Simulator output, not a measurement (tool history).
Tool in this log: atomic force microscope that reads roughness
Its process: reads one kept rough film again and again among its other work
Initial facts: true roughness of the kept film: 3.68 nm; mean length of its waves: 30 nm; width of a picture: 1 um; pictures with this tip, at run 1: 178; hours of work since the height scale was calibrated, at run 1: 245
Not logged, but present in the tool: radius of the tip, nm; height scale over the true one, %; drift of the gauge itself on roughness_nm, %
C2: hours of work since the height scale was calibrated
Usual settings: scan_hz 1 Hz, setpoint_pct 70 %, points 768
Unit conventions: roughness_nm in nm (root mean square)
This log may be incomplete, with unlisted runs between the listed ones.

run 1 day=0 | scan_hz=1 setpoint_pct=70 points=768 | pictures_with_this_tip=178 C2=245 | roughness_nm=3.037
run 2 day=0.204 | scan_hz=1 setpoint_pct=70 points=768 | pictures_with_this_tip=188 C2=248 | roughness_nm=3.03
-- day=0.579 new tip fitted
run 3 day=0.579 | scan_hz=1 setpoint_pct=70 points=768 | pictures_with_this_tip=0 C2=254 | roughness_nm=3.037
run 4 day=0.975 | scan_hz=3.55 setpoint_pct=70 points=768 | pictures_with_this_tip=19 C2=261 | roughness_nm=2.786
run 5 day=1.142 | scan_hz=1 setpoint_pct=70 points=551 | pictures_with_this_tip=27 C2=264 | roughness_nm=3.063
run 6 day=1.375 | scan_hz=1 setpoint_pct=70 points=551 | pictures_with_this_tip=39 C2=268 | roughness_nm=3.051
run 7 day=1.596 | scan_hz=1 setpoint_pct=70 points=551 | pictures_with_this_tip=49 C2=272 | roughness_nm=3.055
run 8 day=1.817 | scan_hz=0.78 setpoint_pct=58 points=693 | pictures_with_this_tip=60 C2=276 | roughness_nm=3.099
run 9 day=2.183 | scan_hz=1.48 setpoint_pct=72 points=709 | pictures_with_this_tip=78 C2=282 | roughness_nm=2.948
run 10 day=2.504 | scan_hz=1.48 setpoint_pct=72 points=709 | pictures_with_this_tip=94 C2=288 | roughness_nm=2.966

For each run, the measured value with the value that run would have given without the tool's hidden condition subtracted. The run-to-run variation is shared by both, the gauge scatter possibly not:
run=1 roughness_nm=-0.014
run=2 roughness_nm=-0.015
run=3 roughness_nm=-0.001
run=4 roughness_nm=-0.002
run=5 roughness_nm=-0.002
run=6 roughness_nm=-0.003
run=7 roughness_nm=-0.004
run=8 roughness_nm=-0.005
run=9 roughness_nm=-0.007
run=10 roughness_nm=-0.008
